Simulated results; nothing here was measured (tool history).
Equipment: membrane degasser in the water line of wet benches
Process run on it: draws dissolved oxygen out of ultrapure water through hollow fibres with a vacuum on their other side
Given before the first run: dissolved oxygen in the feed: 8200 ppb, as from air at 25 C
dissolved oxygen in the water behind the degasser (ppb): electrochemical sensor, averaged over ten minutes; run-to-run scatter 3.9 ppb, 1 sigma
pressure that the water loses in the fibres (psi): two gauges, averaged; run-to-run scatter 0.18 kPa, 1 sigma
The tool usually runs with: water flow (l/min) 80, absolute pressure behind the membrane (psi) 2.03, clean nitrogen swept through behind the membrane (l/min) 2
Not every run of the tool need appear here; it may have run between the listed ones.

run    hour  water flow (l/min)  absolute pressure behind the membrane (psi)  clean nitrogen swept through behind the membrane (l/min)  dissolved oxygen in the water behind the degasser (ppb)  pressure that the water loses in the fibres (psi)
  1       0                  80                                         2.03                                                         2                                                    834.5                                              4.672
  2   152.1                  80                                         2.03                                                         2                                                      833                                              4.698
  3   313.6                  80                                         2.03                                                         2                                                      827                                              4.721
  4   419.9                  80                                         2.03                                                         2                                                      828                                              4.685
  5     594                  80                                         2.03                                                      3.75                                                      508                                              4.663
  6   769.4                  80                                         2.03                                                         2                                                    831.6                                              4.718
  7   875.4                  80                                         2.03                                                         2                                                    840.4                                              4.762
  8  1010.4                  80                                         2.03                                                         2                                                      830                                              4.749
  9  1207.4                  80                                         2.03                                                         2                                                    832.7                                              4.751
 10    1343                  80                                         2.03                                                         2                                                    844.2                                              4.799
 11  1448.1                  80                                         2.03                                                         2                                                    839.2                                              4.809
 12  1654.6                  80                                         2.03                                                         2                                                    841.7                                              4.747
 13  1748.8                  71                                         2.03                                                         2                                                    772.5                                              4.239
 14  1865.8                  71                                         2.03                                                         2                                                    768.4                                              4.276
 15  1989.2                  80                                         2.03                                                         2                                                    833.4                                              4.807
 16  2182.8                  80                                         2.03                                                         2                                                    841.1                                              4.836
 17  2274.1                  80                                         2.03                                                         2                                                    845.6                                              4.793
 18    2375                  80                                         2.03                                                         2                                                    849.2                                              4.849
 19  2569.1                  80                                         2.03                                                         2                                                    846.6                                               4.87
 20  2653.1                  56                                         2.39                                                      1.35                                                   1045.3                                              3.394
 21  2783.6                  56                                         2.39                                                      1.35                                                   1040.3                                              3.436
 22  2969.9                  49                                         2.09                                                         1                                                     1015                                              2.998
     2985.3  -- vacuum gauge calibrated
 23  3105.3                  80                                         3.95                                                      2.44                                                   1459.7                                              4.878
 24  3236.4                  80                                         3.95                                                      2.44                                                   1459.4                                              4.849
 25    3331                  58                                         3.06                                                      5.51                                                    445.7                                              3.532
 26  3477.1                  58                                         3.06                                                      5.51                                                    446.9                                              3.588
 27    3666                  65                                          2.1                                                      0.84                                                     1415                                               3.98
 28  3845.1                  80                                         3.52                                                         2                                                   1509.7                                              4.895
 29  4008.4                  80                                         3.52                                                         2                                                   1513.8                                              4.957
 30    4101                  96                                         2.03                                                      5.21                                                    485.2                                              5.919
     4188.6  -- vacuum gauge calibrated, once more
 31  4220.4                  96                                         4.32                                                      1.03                                                   2934.5                                              5.931

Each run again, without the hidden state but with its own random variation kept:
Hidden conditions of the tool in this case: membrane still open, %; true pressure behind the membrane over the reading, kPa; air that leaks in behind the membrane, l/min; drift of the gauge itself on oxygen_ppb, %; drift of the gauge itself on loss_of_pressure_kpa, %.
run  dissolved oxygen in the water behind the degasser (ppb)  pressure that the water loses in the fibres (psi)
  1                                                    805.2                                              4.495
  2                                                    802.6                                              4.512
  3                                                    795.6                                              4.524
  4                                                    795.9                                               4.48
  5                                                    486.4                                              4.448
  6                                                    796.7                                              4.492
  7                                                    804.4                                               4.53
  8                                                    793.5                                              4.508
  9                                                    794.6                                              4.496
 10                                                    804.7                                              4.537
 11                                                    799.2                                               4.54
 12                                                      800                                              4.466
 13                                                    733.8                                              3.983
 14                                                    729.1                                              4.013
 15                                                    789.8                                              4.502
 16                                                    795.7                                              4.518
 17                                                    799.3                                               4.47
 18                                                      802                                              4.518
 19                                                      798                                              4.525
 20                                                    997.6                                              3.149
 21                                                    991.9                                              3.184
 22                                                    958.3                                               2.77
 23                                                   1405.2                                              4.496
 24                                                   1404.2                                               4.46
 25                                                    420.4                                              3.246
 26                                                    421.1                                              3.294
 27                                                   1305.1                                               3.64
 28                                                   1442.4                                              4.464
 29                                                   1445.3                                              4.514
 30                                                    435.2                                              5.378
 31                                                   2934.4                                              5.379

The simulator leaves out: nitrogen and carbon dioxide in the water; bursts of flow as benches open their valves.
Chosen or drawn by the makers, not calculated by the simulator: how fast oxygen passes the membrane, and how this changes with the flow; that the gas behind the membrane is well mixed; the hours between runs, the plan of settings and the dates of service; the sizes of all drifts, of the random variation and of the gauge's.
